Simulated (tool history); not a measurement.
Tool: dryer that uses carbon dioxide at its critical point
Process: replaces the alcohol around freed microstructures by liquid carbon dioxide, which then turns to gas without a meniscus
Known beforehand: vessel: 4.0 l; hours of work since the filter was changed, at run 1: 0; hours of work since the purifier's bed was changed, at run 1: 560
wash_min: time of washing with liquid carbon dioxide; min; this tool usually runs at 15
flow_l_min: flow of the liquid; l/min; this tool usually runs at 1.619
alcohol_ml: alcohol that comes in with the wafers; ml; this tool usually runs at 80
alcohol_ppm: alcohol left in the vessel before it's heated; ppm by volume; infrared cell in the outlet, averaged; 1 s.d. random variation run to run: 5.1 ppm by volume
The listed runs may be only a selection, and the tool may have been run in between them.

run,hour,wash_min,flow_l_min,alcohol_ml,hours of work since the filter was changed,hours of work since the purifier's bed was changed,alcohol_ppm
1,0,15,1.619,80,0,560,117
2,22.3,15,1.619,80,8,568,115
3,42.1,15,1.43,80,15,575,165
4,71.2,15,1.43,80,26,586,175
5,107.4,10,1.43,80,39,599,715
6,137.7,10,2.54,80,49,610,93
7,160.2,15,1.619,80,58,618,124
8,183.5,15,1.619,80,66,626,120
9,209.2,15,1.619,80,75,635,127
10,244.6,14,1.99,38,88,648,81
11,276.5,14,1.99,38,99,660,72
12,300.2,14,1.619,20,108,668,103
13,333.9,14,1.619,20,120,680,99
14,361.9,15,1.619,73,130,690,137
15,396.1,15,1.619,73,142,703,141

4 ways to go on from here, each from the tool as it stands after run 15. What would each give?
A,434.3,13,1.619,73,156,716,?
B,434.3,21,2.45,41,156,716,?
C,434.3,15,2.75,80,156,716,?
D,434.3,15,0.98,67,156,716,?

run,alcohol_ppm
A,212
B,82
C,72
D,676
What these runs would have given with no unlogged condition in the tool:
run,alcohol_ppm
A,115
B,8
C,0
D,531

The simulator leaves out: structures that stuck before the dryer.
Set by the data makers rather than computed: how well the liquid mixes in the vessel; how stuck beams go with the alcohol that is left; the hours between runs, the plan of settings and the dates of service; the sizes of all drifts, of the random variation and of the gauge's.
